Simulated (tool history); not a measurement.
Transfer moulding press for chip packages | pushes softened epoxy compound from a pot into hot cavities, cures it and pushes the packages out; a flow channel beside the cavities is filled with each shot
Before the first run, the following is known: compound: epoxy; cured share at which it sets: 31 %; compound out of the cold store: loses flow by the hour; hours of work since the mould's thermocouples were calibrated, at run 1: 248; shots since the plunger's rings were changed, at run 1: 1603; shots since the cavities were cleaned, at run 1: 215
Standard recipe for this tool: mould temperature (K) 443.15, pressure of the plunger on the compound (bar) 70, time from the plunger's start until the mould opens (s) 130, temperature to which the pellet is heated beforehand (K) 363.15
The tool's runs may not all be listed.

run	hour	mould temperature (K)	pressure of the plunger on the compound (bar)	time from the plunger's start until the mould opens (s)	temperature to which the pellet is heated beforehand (K)	hours of work since the mould's thermocouples were calibrated	shots since the plunger's rings were changed	shots since the cavities were cleaned	incoming compound's hours out of the cold store	length that the compound runs in the flow channel (mm)	greatest force on the pins that push the packages out (N)
1	0	443.15	70	130	363.15	248	1603	215	16.2	524	592
2	33	443.15	70	130	363.15	266	1842	454	23.6	509	682
# hour 70.7: cavities cleaned with cleaning compound and waxed
3	73.9	443.15	70	130	363.15	287	2128	23	22.8	505	509
4	98.4	443.15	70	130	363.15	300	2306	201	14.5	537	578
5	134.8	443.15	70	130	363.15	319	2570	465	20.9	505	649
6	163.8	443.15	70	130	363.15	335	2780	675	9.8	549	682
# hour 170.2: cavities cleaned with cleaning compound and waxed
7	198.3	443.15	70	130	363.15	352	3020	203	16.6	513	577
8	228.4	443.15	70	130	363.15	368	3239	422	14.4	521	630
# hour 266.3: plunger's sealing rings changed
9	268.2	443.15	70	130	363.15	388	14	692	32.2	490	679
# hour 272.4: cavities cleaned with cleaning compound and waxed
10	303.6	443.15	70	130	364.15	406	260	227	35.4	482	561
11	333.1	443.15	70	130	364.15	422	474	441	28.1	500	624
12	364.5	443.15	82.4	130	363.15	439	702	669	42	490	676
# hour 370.3: cavities cleaned with cleaning compound and waxed
13	406	443.15	70	130	367.15	460	992	259	23.1	516	585
14	435.5	443.15	70	130	367.15	476	1206	473	21.9	511	633
# hour 467.9: cavities cleaned with cleaning compound and waxed
15	468.8	443.15	55.1	130	361.15	493	1437	7	17.3	462	518
16	498	443.15	70	112	364.15	508	1648	218	30.7	479	657
17	527.1	449.15	67.4	146	363.15	524	1860	430	47.2	413	565
# hour 565.2: cavities cleaned with cleaning compound and waxed
18	567.7	443.15	83.8	158	369.15	544	2144	19	9.4	600	469
19	593.5	437.15	53	130	366.15	558	2330	205	22.2	456	738
20	615.6	437.15	53	130	366.15	570	2491	366	13.6	481	823
21	636	437.15	53	118	366.15	581	2639	514	33.9	418	946
# hour 663.7: cavities cleaned with cleaning compound and waxed
22	668.2	444.15	53	118	360.15	597	2861	32	17.8	448	541
23	697.7	443.15	70	130	355.15	613	3076	247	48	425	571
24	737.6	443.15	70	130	355.15	634	3365	536	33.4	456	634
# hour 757.7: mould's thermocouples calibrated
# hour 760.2: plunger's sealing rings changed
# hour 768.3: cavities cleaned with cleaning compound and waxed
25	768.7	447.15	87.6	166	366.15	4	51	3	43.6	499	433
26	806.1	443.15	72.2	123	372.15	24	322	274	9.9	573	621
27	846.2	443.15	70.7	118	363.15	45	613	565	32.9	483	744
# hour 867.5: cavities cleaned with cleaning compound and waxed
28	869.4	443.15	70.7	118	363.15	57	771	14	42.9	455	534

Below are 3 alternative next runs, each starting from the tool's condition after run 28. Predict each:
A	909.8	443.15	62.3	130	364.15	78	1064	307	17.3	?	?
B	909.8	442.15	70.7	118	355.15	78	1064	307	45.2	?	?
C	909.8	444.15	70	130	363.15	78	1064	307	27.9	?	?

run	length that the compound runs in the flow channel (mm)	greatest force on the pins that push the packages out (N)
A	510	621
B	451	668
C	494	579
The same runs, with their run-to-run variation unchanged, on a tool lacking any hidden condition would have given:
run	length that the compound runs in the flow channel (mm)	greatest force on the pins that push the packages out (N)
A	521	509
B	460	551
C	504	473
